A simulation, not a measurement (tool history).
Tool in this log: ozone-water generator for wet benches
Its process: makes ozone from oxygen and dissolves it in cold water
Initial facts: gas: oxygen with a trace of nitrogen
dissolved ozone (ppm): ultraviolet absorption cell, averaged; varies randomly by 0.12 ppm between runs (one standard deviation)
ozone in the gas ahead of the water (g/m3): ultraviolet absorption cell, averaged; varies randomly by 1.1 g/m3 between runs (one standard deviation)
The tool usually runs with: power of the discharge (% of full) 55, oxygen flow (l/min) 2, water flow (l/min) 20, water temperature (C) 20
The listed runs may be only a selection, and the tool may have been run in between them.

| run | hour | power of the discharge (% of full) | oxygen flow (l/min) | water flow (l/min) | water temperature (C) | dissolved ozone (ppm) | ozone in the gas ahead of the water (g/m3) |
|---|---|---|---|---|---|---|---|
| 1 | 0 | 55 | 2 | 20 | 20 | 11.8 | 191.5 |
| 2 | 40.3 | 55 | 2 | 20 | 20 | 12 | 192.6 |
| 3 | 65.7 | 66 | 2 | 20 | 20 | 13.2 | 215.3 |
| 4 | 109.1 | 55 | 2 | 20 | 18 | 12 | 193.1 |
| 5 | 161.3 | 55 | 2 | 20 | 20 | 12.1 | 191.3 |
| 6 | 191.5 | 55 | 2 | 20 | 20 | 11.7 | 191 |
| 7 | 246.8 | 55 | 2 | 20 | 15 | 12.3 | 190.5 |
| 8 | 279.3 | 55 | 2 | 20 | 15 | 12.3 | 190.3 |
| 9 | 310.4 | 55 | 2 | 20 | 15 | 12.1 | 190.7 |
| 10 | 364.9 | 55 | 2 | 20 | 15 | 12.3 | 190.6 |
| 11 | 397.2 | 93 | 2 | 20 | 20 | 16.2 | 259 |
| 12 | 441.5 | 93 | 2 | 20 | 20 | 16.1 | 259.8 |
| 13 | 485.4 | 93 | 2 | 20 | 20 | 16.2 | 259.9 |
| 14 | 534 | 93 | 2 | 20 | 20 | 16.3 | 260.5 |
| 15 | 575.8 | 93 | 2 | 20 | 20 | 16.3 | 256.6 |
| 16 | 631.4 | 95 | 2 | 20 | 20 | 16.6 | 262 |
| 17 | 657.5 | 77 | 2.68 | 20 | 20 | 15.1 | 191 |
| 18 | 711.6 | 84 | 2.74 | 15 | 12 | 22.1 | 200.7 |
| 19 | 759.2 | 55 | 2.34 | 27 | 13 | 9.6 | 170.9 |
| 20 | 787.6 | 77 | 1.44 | 25 | 24 | 10.5 | 279 |
|  | 815.9 | gauge calibrated |
| 21 | 822.2 | 71 | 2 | 29 | 20 | 9.7 | 224.1 |
| 22 | 868.4 | 53 | 2 | 16 | 20 | 14.1 | 186.7 |
| 23 | 928.2 | 45 | 1.39 | 20 | 13 | 10.1 | 208.7 |
| 24 | 961.4 | 45 | 1.39 | 20 | 13 | 10.2 | 208.2 |
| 25 | 1011.2 | 55 | 2 | 20 | 22 | 11.9 | 189.8 |
| 26 | 1050.9 | 55 | 2 | 20 | 24 | 11.3 | 192.4 |
| 27 | 1076.3 | 55 | 2 | 20 | 24 | 11.3 | 191.4 |
| 28 | 1128.5 | 75 | 2 | 20 | 26 | 13.3 | 230.9 |
| 29 | 1178.4 | 75 | 1.47 | 20 | 22 | 13.3 | 273.5 |
| 30 | 1226.4 | 75 | 1.47 | 20 | 22 | 13.3 | 273.4 |
| 31 | 1260.1 | 75 | 1.47 | 20 | 22 | 13.5 | 272.1 |
| 32 | 1296.1 | 55 | 1.05 | 14 | 20 | 14.9 | 276.5 |

What if the next run were any one of these 4? Each begins from the tool's condition after run 32:
| A | 1350.9 | 42 | 2 | 20 | 20 | ? | ? |
| B | 1350.9 | 84 | 2.28 | 14 | 20 | ? | ? |
| C | 1350.9 | 88 | 1.05 | 17 | 20 | ? | ? |
| D | 1350.9 | 57 | 2 | 28 | 18 | ? | ? |

| run | dissolved ozone (ppm) | ozone in the gas ahead of the water (g/m3) |
|---|---|---|
| A | 10.2 | 161.8 |
| B | 21.3 | 226 |
| C | 16 | 363.5 |
| D | 8.6 | 189.8 |
Stripped of hidden state, with their random variation kept, the same runs would have yielded:
| run | dissolved ozone (ppm) | ozone in the gas ahead of the water (g/m3) |
|---|---|---|
| A | 10.2 | 164.9 |
| B | 21.3 | 230.5 |
| C | 16 | 370.8 |
| D | 8.6 | 193.5 |

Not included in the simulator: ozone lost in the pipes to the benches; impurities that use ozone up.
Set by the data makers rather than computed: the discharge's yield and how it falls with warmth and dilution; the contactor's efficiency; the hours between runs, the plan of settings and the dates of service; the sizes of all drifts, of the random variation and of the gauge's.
